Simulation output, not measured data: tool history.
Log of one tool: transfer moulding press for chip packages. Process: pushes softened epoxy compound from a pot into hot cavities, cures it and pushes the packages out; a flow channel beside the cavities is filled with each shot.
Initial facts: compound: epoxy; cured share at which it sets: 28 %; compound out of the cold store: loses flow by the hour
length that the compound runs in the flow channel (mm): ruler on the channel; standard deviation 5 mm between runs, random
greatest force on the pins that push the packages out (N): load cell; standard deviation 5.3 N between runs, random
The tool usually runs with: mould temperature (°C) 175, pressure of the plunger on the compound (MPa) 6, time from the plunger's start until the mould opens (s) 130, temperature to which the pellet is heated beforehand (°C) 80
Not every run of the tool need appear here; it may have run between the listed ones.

run,day,mould temperature (°C),pressure of the plunger on the compound (MPa),time from the plunger's start until the mould opens (s),temperature to which the pellet is heated beforehand (°C),incoming compound's hours out of the cold store,length that the compound runs in the flow channel (mm),greatest force on the pins that push the packages out (N)
1,0,175,6,130,80,12,550,185
2,0.871,175,6,130,80,14.8,549,232
3,1.571,171,6,130,80,43.7,505,335
# day 2.188: cavities cleaned with cleaning compound and waxed
4,2.783,171,6,130,80,37.6,523,393
5,3.788,171,6,130,80,16.2,553,421
# day 4.412: cavities cleaned with cleaning compound and waxed
6,4.996,171,6,130,80,10,559,275
7,6.133,175,5.45,130,80,25,502,289
# day 6.621: cavities cleaned with cleaning compound and waxed
# day 6.762: cavities cleaned with cleaning compound and waxed, once more
8,7.188,175,5.45,130,80,45.2,471,211
9,7.9,175,6,130,80,34.4,503,259
10,8.846,175,6,130,80,37.6,498,293
# day 8.992: cavities cleaned with cleaning compound and waxed
11,9.421,175,6,130,80,31.7,499,213
12,10.125,175,6,130,80,45.9,486,258
# day 11.229: cavities cleaned with cleaning compound and waxed
13,11.321,175,6,130,80,11.7,538,182
14,12.112,175,6,126,80,31.8,505,254
15,12.638,179,4.98,126,90,19.7,465,251
# day 13.438: cavities cleaned with cleaning compound and waxed
16,13.812,171,6,130,78,27,526,259
17,14.471,171,6,130,78,31.4,508,304
18,15.271,171,4.84,118,81,34.5,450,402
# day 15.658: cavities cleaned with cleaning compound and waxed
19,16.4,172,5.21,135,82,33.1,473,251
20,17.383,172,5.21,135,82,23.6,479,302
# day 17.862: cavities cleaned with cleaning compound and waxed
21,17.912,171,5.82,141,85,27.8,501,189
22,18.571,171,5.44,130,88,13.6,502,275
23,19.071,180,6.48,143,75,43.9,483,230
24,19.921,174,6,115,80,26.5,508,354
# day 20.067: cavities cleaned with cleaning compound and waxed
# day 20.688: mould's thermocouples calibrated
25,21.196,178,6.32,140,87,38.4,494,231
26,21.842,178,6.32,140,87,23.2,510,259
# day 22.4: cavities cleaned with cleaning compound and waxed
27,22.5,178,6.75,140,85,44,495,166
28,23.642,178,6.75,112,85,14.5,534,293

Predict each of these 4 candidate next runs independently; none follows another, all start after run 28:
A,24.404,175,6.43,130,80,34,?,?
B,24.404,178,6.75,156,78,43.3,?,?
C,24.404,178,6.38,122,72,27.3,?,?
D,24.404,178,6.75,163,85,26.3,?,?

run,length that the compound runs in the flow channel (mm),greatest force on the pins that push the packages out (N)
A,492,294
B,492,255
C,508,284
D,519,261
What these runs would have given with no unlogged condition in the tool:
run,length that the compound runs in the flow channel (mm),greatest force on the pins that push the packages out (N)
A,534,175
B,533,150
C,551,168
D,562,153

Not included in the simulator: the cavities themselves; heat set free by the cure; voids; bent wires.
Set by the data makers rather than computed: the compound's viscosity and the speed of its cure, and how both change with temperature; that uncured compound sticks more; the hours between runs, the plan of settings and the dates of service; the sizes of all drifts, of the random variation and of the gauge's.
